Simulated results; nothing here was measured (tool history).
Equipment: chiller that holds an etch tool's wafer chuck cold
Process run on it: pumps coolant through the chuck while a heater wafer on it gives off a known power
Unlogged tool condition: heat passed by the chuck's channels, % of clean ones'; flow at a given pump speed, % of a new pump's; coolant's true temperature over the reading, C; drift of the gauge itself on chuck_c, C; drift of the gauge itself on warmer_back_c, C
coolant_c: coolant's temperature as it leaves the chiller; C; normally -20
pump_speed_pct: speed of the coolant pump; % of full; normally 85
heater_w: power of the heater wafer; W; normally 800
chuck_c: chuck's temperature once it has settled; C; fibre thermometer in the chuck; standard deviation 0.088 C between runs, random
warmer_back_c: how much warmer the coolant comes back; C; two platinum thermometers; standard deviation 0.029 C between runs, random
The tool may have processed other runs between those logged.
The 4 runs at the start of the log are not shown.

run,hour,coolant_c,pump_speed_pct,heater_w,hours since the coolant was changed and the channels were flushed,hours since the pump was overhauled,hours since the chiller's thermometer was calibrated,chuck_c,warmer_back_c
5,79.3,-29,85,800,758,596,191,-23.46,2.56
6,97.5,-29,85,800,777,614,209,-23.45,2.58
7,115.2,-29,85,800,794,632,227,-23.55,2.55
8,131,-29,85,800,810,648,243,-23.45,2.53
9,150.8,-29,85,800,830,668,262,-23.44,2.6
10,176.3,-29,85,800,855,693,288,-23.52,2.58
11,195.3,-20,85,800,874,712,307,-14.54,2.6
12,223.4,-20,85,800,903,740,335,-14.25,2.59
13,242.8,-20,85,800,922,760,354,-14.37,2.6
14,261.8,-20,85,800,941,779,373,-14.56,2.59
15,282.5,-20,85,800,962,799,394,-14.44,2.59
16,295.9,-20,85,800,975,813,408,-14.22,2.57
17,315.8,-18,62,517,995,833,427,-13.33,2.39
18,343,-18,87,907,1022,860,455,-11.76,2.9
19,359.8,-22,98,800,1039,877,471,-17.01,2.22
20,387.8,-29,91,451,1067,905,499,-26.07,1.35
21,418.1,-29,91,451,1097,935,530,-26.27,1.35
22,439,-29,91,451,1118,956,551,-26.34,1.37
23,466.5,-29,91,451,1146,983,578,-25.99,1.38
24,491.8,-29,91,451,1171,1009,603,-26.16,1.4

What does the tool deliver on the next run?
25,504.3,-20,68,1005,1183,1021,616,?,?

chuck_c: -11.28 C
warmer_back_c: 4.27 C
If the tool had no hidden condition, the same run with the same run-to-run variation would have returned chuck_c -11.57 C, warmer_back_c 4.2 C.
